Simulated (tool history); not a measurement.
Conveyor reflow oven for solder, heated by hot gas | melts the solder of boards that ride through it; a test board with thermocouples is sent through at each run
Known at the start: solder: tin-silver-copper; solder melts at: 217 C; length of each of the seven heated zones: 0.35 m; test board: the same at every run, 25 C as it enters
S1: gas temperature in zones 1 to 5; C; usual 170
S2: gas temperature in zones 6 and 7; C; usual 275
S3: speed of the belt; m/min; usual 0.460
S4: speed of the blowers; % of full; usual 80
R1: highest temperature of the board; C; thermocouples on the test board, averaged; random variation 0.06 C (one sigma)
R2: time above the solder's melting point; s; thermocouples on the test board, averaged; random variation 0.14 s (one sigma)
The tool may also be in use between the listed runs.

{"run": 1, "hour": 0.0, "S1": 170, "S2": 275, "S3": 0.46, "S4": 80, "R1": 263.19, "R2": 75.9}
{"run": 2, "hour": 8.1, "S1": 170, "S2": 275, "S3": 0.46, "S4": 80, "R1": 263.02, "R2": 75.8}
{"run": 3, "hour": 14.5, "S1": 170, "S2": 275, "S3": 0.46, "S4": 80, "R1": 263.07, "R2": 75.6}
{"run": 4, "hour": 23.5, "S1": 170, "S2": 275, "S3": 0.46, "S4": 80, "R1": 263.17, "R2": 75.5}
{"run": 5, "hour": 31.5, "S1": 170, "S2": 275, "S3": 0.46, "S4": 80, "R1": 263.08, "R2": 75.6}
{"run": 6, "hour": 38.7, "S1": 170, "S2": 275, "S3": 0.46, "S4": 80, "R1": 263.03, "R2": 75.6}
{"hour": 41.6, "done": "thermocouples of zones 6 and 7 changed"}
{"run": 7, "hour": 49.4, "S1": 170, "S2": 275, "S3": 0.46, "S4": 80, "R1": 261.78, "R2": 74.7}
{"run": 8, "hour": 59.2, "S1": 170, "S2": 268, "S3": 0.46, "S4": 80, "R1": 255.34, "R2": 70.3}
{"hour": 71.9, "done": "flux residue cleaned out of gas plates and filters"}
{"run": 9, "hour": 74.7, "S1": 170, "S2": 268, "S3": 0.46, "S4": 80, "R1": 256.24, "R2": 71.5}
{"run": 10, "hour": 85.4, "S1": 163, "S2": 275, "S3": 0.46, "S4": 53, "R1": 255.57, "R2": 66.2}
{"run": 11, "hour": 90.7, "S1": 174, "S2": 275, "S3": 0.508, "S4": 62, "R1": 256.31, "R2": 64.5}
{"run": 12, "hour": 98.6, "S1": 174, "S2": 267, "S3": 0.512, "S4": 56, "R1": 247.73, "R2": 56.6}
{"run": 13, "hour": 105.1, "S1": 164, "S2": 285, "S3": 0.512, "S4": 56, "R1": 260.96, "R2": 62.9}

Measured less the same run without the tool's hidden state. The same run-to-run variation is in both; the gauge's scatter may not be:
The hidden state here: heat that the gas passes to the board, % of a clean oven's; belt's true speed, % of the reading; true gas temperature in zones 6 and 7 over the reading, C; drift of the gauge itself on peak_c, C; drift of the gauge itself on liquid_s, %.
run=1 R1=+0.37 R2=+0.1
run=2 R1=+0.35 R2=+0.1
run=3 R1=+0.33 R2=+0.1
run=4 R1=+0.32 R2=+0.1
run=5 R1=+0.30 R2=+0.1
run=6 R1=+0.28 R2=+0.1
run=7 R1=-1.08 R2=-0.8
run=8 R1=-1.04 R2=-1.0
run=9 R1=-0.10 R2=+0.0
run=10 R1=-0.10 R2=+0.0
run=11 R1=-0.15 R2=+0.0
run=12 R1=-0.14 R2=+0.0
run=13 R1=-0.20 R2=+0.0
